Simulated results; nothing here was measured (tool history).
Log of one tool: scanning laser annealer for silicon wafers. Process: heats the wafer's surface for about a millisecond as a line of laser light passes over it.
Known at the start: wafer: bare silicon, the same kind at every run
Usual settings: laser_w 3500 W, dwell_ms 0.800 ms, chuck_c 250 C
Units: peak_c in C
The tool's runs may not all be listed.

run	day	laser_w	dwell_ms	chuck_c	peak_c
1	0.000	3500	0.800	250	1071
2	2.833	3111	0.800	250	968
3	6.000	3111	0.800	250	967
4	8.821	3111	0.829	250	983
5	10.396	3111	0.829	250	980
6	12.796	3111	0.829	250	977
7	14.862	3111	0.829	250	979
8	17.833	3500	0.959	250	1158
9	21.183	3500	0.959	250	1155
10	24.392	3605	0.800	250	1089
11	27.762	3605	0.800	250	1083
12	30.242	3605	0.800	250	1084
13	33.504	3605	0.800	250	1085
14	35.004	3512	0.577	251	917
15	37.046	3512	0.577	251	915
16	39.779	3250	0.800	211	947
17	41.700	3250	0.800	211	950
18	43.071	3250	0.566	211	809
19	45.762	3131	0.713	250	905
20	48.958	3013	0.605	255	837
21	51.271	3013	0.605	255	835
22	53.804	3013	0.605	255	837
23	56.846	3500	0.610	250	939
24	59.971	3369	0.611	250	911

Taken out of this log: 1 entry between the listed runs. Where each belongs, and how the hidden state differs across it:
Between runs 19 and 20: window over the wafer cleaned (day 46.271)
  light that passes the window, % of a clean one's: 97.61 -> 99.55; laser's true power over the reading, %: 0.64 -> 0.66; width of the line over the set one, %: 4.14 -> 4.25
  measured less the result without the state, peak_c: -28 -> -11 C
